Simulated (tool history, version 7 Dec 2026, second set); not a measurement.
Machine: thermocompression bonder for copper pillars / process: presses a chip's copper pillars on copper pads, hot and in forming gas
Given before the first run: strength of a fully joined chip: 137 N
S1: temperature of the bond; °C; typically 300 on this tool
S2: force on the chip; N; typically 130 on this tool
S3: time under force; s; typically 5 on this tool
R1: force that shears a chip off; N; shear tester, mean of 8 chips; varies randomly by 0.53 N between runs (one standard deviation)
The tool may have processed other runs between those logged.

run,hour,S1,S2,S3,R1
1,0,300,130,5,46.4
2,39.6,292,130,5,41.2
# hour 56.2: forming gas filter changed
3,88.2,300,130,5,49.2
4,129.9,300,86,5,31
5,177.1,300,86,5,29.4
6,233.4,297,130,5,43.7
# hour 268.3: forming gas filter changed
7,280.4,297,130,5,48
8,330.7,297,130,5,47.3
9,360.4,310,130,9,65
10,408.4,310,113,5,44.9
11,454.7,310,132,5,50.9
# hour 480: forming gas filter changed
12,497.3,310,132,5,56.7
13,544.7,298,186,7,75.1
14,577.3,324,100,6,49.2
15,614.8,324,100,6,48.1
16,667.4,276,183,8,59.4

Forecast each of these 5 alternatives for the next run:
# hour 691.7: forming gas filter changed
A,713.3,283,130,5,?
# hour 691.7: forming gas filter changed
B,713.3,313,178,8,?
# hour 691.7: forming gas filter changed
C,713.3,326,96,4,?
# hour 691.7: forming gas filter changed
D,713.3,326,109,4,?
# hour 691.7: forming gas filter changed
E,713.3,281,143,8,?

run,R1
A,41.1
B,85.6
C,43.2
D,49.6
E,54.4
With the hidden condition removed and each run's random variation left untouched, the same runs would have given:
run,R1
A,41
B,86.5
C,43.8
D,50.3
E,54.3
